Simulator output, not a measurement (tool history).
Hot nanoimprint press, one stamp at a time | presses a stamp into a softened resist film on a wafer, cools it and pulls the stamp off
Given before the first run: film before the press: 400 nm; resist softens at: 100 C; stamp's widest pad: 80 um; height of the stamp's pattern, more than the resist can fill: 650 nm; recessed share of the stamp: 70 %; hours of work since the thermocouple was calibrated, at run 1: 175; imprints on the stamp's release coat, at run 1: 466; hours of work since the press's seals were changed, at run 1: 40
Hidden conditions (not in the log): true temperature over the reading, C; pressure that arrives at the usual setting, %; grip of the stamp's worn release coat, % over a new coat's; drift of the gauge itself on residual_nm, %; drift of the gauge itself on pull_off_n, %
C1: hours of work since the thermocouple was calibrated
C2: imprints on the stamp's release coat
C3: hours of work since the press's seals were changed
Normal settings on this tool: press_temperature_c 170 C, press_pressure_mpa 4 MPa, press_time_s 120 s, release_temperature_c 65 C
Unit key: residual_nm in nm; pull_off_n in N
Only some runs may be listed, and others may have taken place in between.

{"run": 1, "hour": 0.0, "press_temperature_c": 170, "press_pressure_mpa": 4, "press_time_s": 120, "release_temperature_c": 65, "C1": 175, "C2": 466, "C3": 40, "residual_nm": 209.9, "pull_off_n": 135}
{"run": 2, "hour": 23.7, "press_temperature_c": 170, "press_pressure_mpa": 4, "press_time_s": 75, "release_temperature_c": 65, "C1": 191, "C2": 538, "C3": 57, "residual_nm": 246, "pull_off_n": 142}
{"hour": 55.5, "done": "stamp cleaned and given a new release coat"}
{"run": 3, "hour": 58.0, "press_temperature_c": 170, "press_pressure_mpa": 4, "press_time_s": 75, "release_temperature_c": 65, "C1": 211, "C2": 8, "C3": 77, "residual_nm": 249.5, "pull_off_n": 116}
{"run": 4, "hour": 76.7, "press_temperature_c": 170, "press_pressure_mpa": 4, "press_time_s": 75, "release_temperature_c": 65, "C1": 224, "C2": 65, "C3": 90, "residual_nm": 246.5, "pull_off_n": 119}
{"run": 5, "hour": 112.0, "press_temperature_c": 170, "press_pressure_mpa": 4, "press_time_s": 120, "release_temperature_c": 65, "C1": 249, "C2": 173, "C3": 115, "residual_nm": 215.8, "pull_off_n": 128}
{"hour": 118.2, "done": "plate thermocouple calibrated"}
{"run": 6, "hour": 138.2, "press_temperature_c": 170, "press_pressure_mpa": 4, "press_time_s": 91, "release_temperature_c": 60, "C1": 14, "C2": 243, "C3": 131, "residual_nm": 236.4, "pull_off_n": 140}
{"run": 7, "hour": 156.4, "press_temperature_c": 175, "press_pressure_mpa": 4, "press_time_s": 120, "release_temperature_c": 69, "C1": 27, "C2": 299, "C3": 144, "residual_nm": 184.4, "pull_off_n": 121}
{"run": 8, "hour": 187.6, "press_temperature_c": 170, "press_pressure_mpa": 5.37, "press_time_s": 128, "release_temperature_c": 65, "C1": 49, "C2": 394, "C3": 166, "residual_nm": 186.1, "pull_off_n": 136}

Run 9 is up next; what results do you expect?
{"run": 9, "hour": 203.4, "press_temperature_c": 168, "press_pressure_mpa": 5.37, "press_time_s": 128, "release_temperature_c": 69, "C1": 60, "C2": 442, "C3": 177, "residual_nm": "?", "pull_off_n": "?"}

{"run 9": {"residual_nm": 197.4, "pull_off_n": 127}}
If the tool had no hidden condition, the same run with the same run-to-run variation would have returned residual_nm 190.3 nm, pull_off_n 108 N.
